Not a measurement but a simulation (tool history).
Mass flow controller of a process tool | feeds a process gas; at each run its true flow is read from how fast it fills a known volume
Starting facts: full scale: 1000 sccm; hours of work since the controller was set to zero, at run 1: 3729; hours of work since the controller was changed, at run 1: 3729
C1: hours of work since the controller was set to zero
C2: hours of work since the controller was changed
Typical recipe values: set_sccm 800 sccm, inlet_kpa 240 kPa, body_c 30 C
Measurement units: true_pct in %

Run 1, hour 0: usual settings; C1 3729; C2 3729. Result: true_pct 97.95 %.
Run 2, hour 142.6: usual settings; C1 3839; C2 3839. Result: true_pct 98.08 %.
Run 3, hour 365.7: usual settings; C1 4010; C2 4010. Result: true_pct 97.91 %.
Run 4, hour 566.8: usual settings but body_c 29 C; C1 4165; C2 4165. Result: true_pct 97.96 %.
Run 5, hour 716.9: usual settings but body_c 25 C; C1 4280; C2 4280. Result: true_pct 98.37 %.
Run 6, hour 849.1: usual settings but body_c 25 C; C1 4382; C2 4382. Result: true_pct 98.33 %.
Run 7, hour 951.8: usual settings but body_c 25 C; C1 4461; C2 4461. Result: true_pct 98.21 %.
Run 8, hour 1054.1: usual settings but body_c 25 C; C1 4540; C2 4540. Result: true_pct 98.3 %.
Run 9, hour 1161.1: usual settings but body_c 25 C; C1 4622; C2 4622. Result: true_pct 98.4 %.
Run 10, hour 1394.3: usual settings but set_sccm 132 sccm; C1 4801; C2 4801. Result: true_pct 91.62 %.
Run 11, hour 1540.3: usual settings but set_sccm 132 sccm; C1 4913; C2 4913. Result: true_pct 91.58 %.
Run 12, hour 1763.3: usual settings but body_c 21 C; C1 5085; C2 5085. Result: true_pct 98.5 %.
Run 13, hour 1901.5: usual settings but body_c 21 C; C1 5191; C2 5191. Result: true_pct 98.61 %.
Run 14, hour 2000.2: usual settings but body_c 21 C; C1 5267; C2 5267. Result: true_pct 98.49 %.
Run 15, hour 2130.1: usual settings but set_sccm 941 sccm; C1 5367; C2 5367. Result: true_pct 97.85 %.
Run 16, hour 2243.6: usual settings but set_sccm 941 sccm; C1 5454; C2 5454. Result: true_pct 97.9 %.
Run 17, hour 2374.9: usual settings but set_sccm 941 sccm; C1 5555; C2 5555. Result: true_pct 97.92 %.
Run 18, hour 2543.4: usual settings but set_sccm 941 sccm; C1 5684; C2 5684. Result: true_pct 97.87 %.
Run 19, hour 2660.3: usual settings but inlet_kpa 143 kPa; C1 5774; C2 5774. Result: true_pct 96.95 %.
Run 20, hour 2790.5: usual settings but inlet_kpa 143 kPa; C1 5874; C2 5874. Result: true_pct 96.99 %.
At hour 2806: controller's zero set anew.
Run 21, hour 2996.6: usual settings but inlet_kpa 143 kPa; C1 146; C2 6032. Result: true_pct 96.53 %.
Run 22, hour 3201.7: usual settings but inlet_kpa 143 kPa; C1 304; C2 6190. Result: true_pct 96.56 %.
Run 23, hour 3399.1: usual settings but inlet_kpa 143 kPa, body_c 38 C; C1 456; C2 6342. Result: true_pct 95.65 %.
Run 24, hour 3550.2: usual settings but inlet_kpa 143 kPa, body_c 38 C; C1 572; C2 6458. Result: true_pct 95.57 %.
Run 25, hour 3720.3: usual settings but body_c 36 C; C1 703; C2 6589. Result: true_pct 96.11 %.
Run 26, hour 3898.8: usual settings but set_sccm 350 sccm, inlet_kpa 233 kPa, body_c 23 C; C1 840; C2 6726. Result: true_pct 94.42 %.
At hour 4003.1: controller's zero set anew, once more.
Run 27, hour 4086.5: usual settings but set_sccm 440 sccm, inlet_kpa 184 kPa, body_c 28 C; C1 64; C2 6870. Result: true_pct 97.37 %.
Run 28, hour 4215.7: usual settings but set_sccm 542 sccm, inlet_kpa 164 kPa, body_c 20 C; C1 163; C2 6969. Result: true_pct 98.19 %.
Run 29, hour 4325.7: usual settings but set_sccm 200 sccm, inlet_kpa 146 kPa, body_c 20 C; C1 248; C2 7054. Result: true_pct 97.18 %.
Run 30, hour 4446.9: usual settings but set_sccm 229 sccm, inlet_kpa 194 kPa, body_c 39 C; C1 341; C2 7147. Result: true_pct 95.56 %.
Run 31, hour 4640.4: usual settings but inlet_kpa 157 kPa; C1 490; C2 7295. Result: true_pct 97.65 %.
Run 32, hour 4813.9: usual settings but inlet_kpa 157 kPa; C1 623; C2 7429. Result: true_pct 97.78 %.
Run 33, hour 5032.6: usual settings but set_sccm 307 sccm, inlet_kpa 157 kPa, body_c 33 C; C1 791; C2 7597. Result: true_pct 96.05 %.
Run 34, hour 5250.6: usual settings but set_sccm 173 sccm, inlet_kpa 274 kPa, body_c 23 C; C1 959; C2 7764. Result: true_pct 96.77 %.
Run 35, hour 5424.3: usual settings but set_sccm 300 sccm, inlet_kpa 212 kPa, body_c 33 C; C1 1092; C2 7898. Result: true_pct 95.94 %.
Run 36, hour 5643.2: usual settings but set_sccm 300 sccm, inlet_kpa 212 kPa, body_c 33 C; C1 1261; C2 8066. Result: true_pct 95.84 %.
Run 37, hour 5837.9: usual settings but set_sccm 300 sccm, inlet_kpa 212 kPa, body_c 33 C; C1 1410; C2 8216. Result: true_pct 95.84 %.
Run 38, hour 6071.4: usual settings but set_sccm 102 sccm, inlet_kpa 210 kPa, body_c 35 C; C1 1590; C2 8395. Result: true_pct 93.34 %.
Run 39, hour 6194.4: usual settings but set_sccm 102 sccm, inlet_kpa 210 kPa, body_c 35 C; C1 1684; C2 8490. Result: true_pct 93.33 %.
Run 40, hour 6428.1: usual settings but set_sccm 102 sccm, inlet_kpa 210 kPa, body_c 35 C; C1 1864; C2 8670. Result: true_pct 92.83 %.
Run 41, hour 6554.8: usual settings but set_sccm 280 sccm, inlet_kpa 210 kPa, body_c 35 C; C1 1961; C2 8767. Result: true_pct 95.06 %.
Run 42, hour 6741: usual settings but set_sccm 525 sccm, inlet_kpa 161 kPa, body_c 33 C; C1 2104; C2 8910. Result: true_pct 96.1 %.
Run 43, hour 6970.5: usual settings but set_sccm 525 sccm, inlet_kpa 259 kPa, body_c 33 C; C1 2281; C2 9086. Result: true_pct 96.66 %.
Run 44, hour 7154.1: usual settings but set_sccm 312 sccm, inlet_kpa 155 kPa, body_c 34 C; C1 2422; C2 9228. Result: true_pct 94.88 %.
Run 45, hour 7272.3: usual settings but set_sccm 161 sccm, body_c 31 C; C1 2513; C2 9318. Result: true_pct 94.13 %.
Run 46, hour 7454: usual settings but set_sccm 161 sccm, body_c 31 C; C1 2652; C2 9458. Result: true_pct 93.87 %.
Run 47, hour 7628.6: usual settings but set_sccm 547 sccm, body_c 24 C; C1 2787; C2 9592. Result: true_pct 97.19 %.
Run 48, hour 7778.4: usual settings but set_sccm 950 sccm, inlet_kpa 190 kPa, body_c 35 C; C1 2902; C2 9707. Result: true_pct 97.14 %.
Run 49, hour 7979.3: usual settings but set_sccm 169 sccm, inlet_kpa 144 kPa, body_c 35 C; C1 3056; C2 9862. Result: true_pct 92.75 %.

Forecast each of these 3 alternatives for the next run:
Run A, hour 8213.8: usual settings but set_sccm 372 sccm, inlet_kpa 185 kPa; C1 3236; C2 10042. Result: true_pct ?.
Run B, hour 8213.8: usual settings but set_sccm 169 sccm, inlet_kpa 144 kPa, body_c 37 C; C1 3236; C2 10042. Result: true_pct ?.
Run C, hour 8213.8: usual settings but set_sccm 376 sccm, inlet_kpa 232 kPa, body_c 35 C; C1 3236; C2 10042. Result: true_pct ?.

run  true_pct
  A     95.35
  B     92.34
  C     95.17
Take away the tool's hidden state, keep each run's random variation, and the runs would have read:
run  true_pct
  A     97.85
  B      96.4
  C     97.67
